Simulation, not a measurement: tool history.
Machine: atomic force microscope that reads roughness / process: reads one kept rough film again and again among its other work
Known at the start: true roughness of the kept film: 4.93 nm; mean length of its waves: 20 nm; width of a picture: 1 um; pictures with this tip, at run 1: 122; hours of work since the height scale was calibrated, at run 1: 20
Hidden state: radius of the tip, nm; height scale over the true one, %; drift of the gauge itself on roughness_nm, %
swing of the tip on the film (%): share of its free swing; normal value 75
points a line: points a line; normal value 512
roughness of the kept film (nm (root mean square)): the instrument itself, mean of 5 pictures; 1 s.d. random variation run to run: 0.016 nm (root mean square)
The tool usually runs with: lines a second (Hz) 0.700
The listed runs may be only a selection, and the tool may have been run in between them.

run,hour,lines a second (Hz),swing of the tip on the film (%),points a line,pictures with this tip,hours of work since the height scale was calibrated,roughness of the kept film (nm (root mean square))
1,0.0,0.700,75,512,122,20,3.465
2,8.0,0.700,75,512,130,25,3.468
3,24.8,0.700,75,512,149,36,3.399
4,32.2,0.700,75,512,156,40,3.382
5,42.0,0.700,75,512,167,47,3.402
6,50.0,0.700,75,512,176,52,3.378
7,66.6,3.656,75,512,194,62,2.967
8,81.3,3.656,75,512,209,71,2.956
9,98.5,3.656,75,512,228,82,2.903
10,116.7,3.656,75,696,248,93,2.876
11,124.8,3.656,75,696,256,98,2.870
12,135.8,0.700,75,512,268,105,3.191
13,151.5,0.700,75,512,285,115,3.132
14,169.6,0.700,75,512,304,126,3.119
15,178.1,0.700,80,512,314,131,3.066
16,187.5,0.700,80,512,324,137,3.057
17,196.1,0.700,80,512,333,143,3.025
18,210.8,0.700,80,512,349,152,3.010
# hour 213.3: height scale calibrated on a step standard
19,228.3,3.643,55,512,367,9,2.964
20,242.9,0.623,58,462,382,18,3.031
# hour 244.7: new tip fitted
21,260.6,0.623,58,462,17,29,3.788
22,271.8,1.514,75,710,29,36,3.606
23,281.6,0.922,80,1015,40,42,3.624
24,290.4,0.700,79,304,49,48,3.584
25,303.3,0.700,79,304,63,56,3.554
# hour 309.5: height scale calibrated on a step standard, once more
26,313.1,2.853,65,512,72,2,3.463

Forecast run 27:
27,321.1,2.285,75,679,81,7,?

roughness of the kept film (nm (root mean square)): 3.369
With no hidden state in the tool, this same run would have given roughness of the kept film (nm (root mean square)) 3.594.

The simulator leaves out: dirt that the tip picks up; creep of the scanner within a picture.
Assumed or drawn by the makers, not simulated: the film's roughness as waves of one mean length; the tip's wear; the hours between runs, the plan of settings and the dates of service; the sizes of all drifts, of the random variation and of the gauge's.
